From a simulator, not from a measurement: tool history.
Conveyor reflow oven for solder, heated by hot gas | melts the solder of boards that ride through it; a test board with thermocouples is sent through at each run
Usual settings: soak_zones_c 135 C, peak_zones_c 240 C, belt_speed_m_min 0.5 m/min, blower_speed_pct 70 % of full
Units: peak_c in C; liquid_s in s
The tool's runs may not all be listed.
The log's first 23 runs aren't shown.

run,hour,soak_zones_c,peak_zones_c,belt_speed_m_min,blower_speed_pct,peak_c,liquid_s
24,228.5,135,240,0.557,70,214.6,43.9
25,241.7,127,240,0.557,63,209,37.2
26,254.1,130,235,0.408,70,220.5,65.8
27,262.3,121,255,0.475,64,227.6,58.1
28,275.1,130,250,0.572,70,219.5,45.3
29,281.9,138,250,0.572,70,221.2,48.7
30,291.7,138,250,0.498,66,226,59.6
31,303.1,135,240,0.547,75,217,46.8
32,310.3,124,233,0.501,87,215.5,48.1

Forecast each of these 3 alternatives for the next run:
A,325.3,135,240,0.512,58,?,?
B,325.3,124,233,0.429,53,?,?
C,325.3,124,233,0.407,87,?,?

run,peak_c,liquid_s
A,212.8,46.2
B,209.4,49.4
C,221.8,66.6
Without the tool's hidden state the same runs would have given:
run,peak_c,liquid_s
A,212.7,46.2
B,209.3,49.3
C,221.8,66.5

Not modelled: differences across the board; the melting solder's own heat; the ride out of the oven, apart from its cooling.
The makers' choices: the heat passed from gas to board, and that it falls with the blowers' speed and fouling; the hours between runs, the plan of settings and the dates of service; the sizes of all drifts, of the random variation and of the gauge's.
